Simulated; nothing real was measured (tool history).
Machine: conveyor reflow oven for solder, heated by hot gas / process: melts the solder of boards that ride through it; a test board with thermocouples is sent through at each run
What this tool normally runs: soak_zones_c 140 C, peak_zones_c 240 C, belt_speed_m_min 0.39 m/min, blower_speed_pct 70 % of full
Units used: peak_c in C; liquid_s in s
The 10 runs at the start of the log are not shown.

run	day	soak_zones_c	peak_zones_c	belt_speed_m_min	blower_speed_pct	peak_c	liquid_s
11	4.35	140	240	0.365	70	227.9	99.5
12	4.929	140	240	0.365	70	228	99.2
13	5.446	140	229	0.39	70	216.2	81.9
14	5.975	140	229	0.39	70	216.2	81.9
15	6.296	140	240	0.39	70	225.7	90.9
16	6.838	140	240	0.39	70	225.8	91.2
17	7.258	151	249	0.39	70	235.7	103.6
18	7.812	142	240	0.39	69	225.7	92.2
19	8.129	142	240	0.39	69	225.9	92
20	8.392	145	236	0.462	51	211.4	63.2
21	8.888	145	236	0.462	51	211.4	63.4
22	9.329	153	250	0.388	79	238.7	107.3
23	9.925	153	252	0.339	79	243.9	124.7
24	10.267	140	245	0.353	70	233.2	107.1
25	10.667	149	246	0.39	70	232.3	101
26	11.279	141	240	0.313	75	232.1	121.3
# day 11.775: flux residue cleaned out of gas plates and filters
27	12.004	141	240	0.313	75	233.4	122.2
28	12.583	141	240	0.313	75	233.4	122.2
29	13.05	141	240	0.313	75	233.2	122.2
30	13.392	140	242	0.445	70	224.2	78.2
31	13.721	140	240	0.386	55	222.9	88.9

Forecast each of these 3 alternatives for the next run:
A	14.142	140	236	0.457	55	?	?
B	14.142	140	228	0.39	70	?	?
C	14.142	141	240	0.39	70	?	?

run	peak_c	liquid_s
A	213.1	64.5
B	216.1	81.9
C	226.9	92.7
Take away the tool's hidden state, keep each run's random variation, and the runs would have read:
run	peak_c	liquid_s
A	212.6	63.5
B	215.7	80.9
C	226.5	91.6

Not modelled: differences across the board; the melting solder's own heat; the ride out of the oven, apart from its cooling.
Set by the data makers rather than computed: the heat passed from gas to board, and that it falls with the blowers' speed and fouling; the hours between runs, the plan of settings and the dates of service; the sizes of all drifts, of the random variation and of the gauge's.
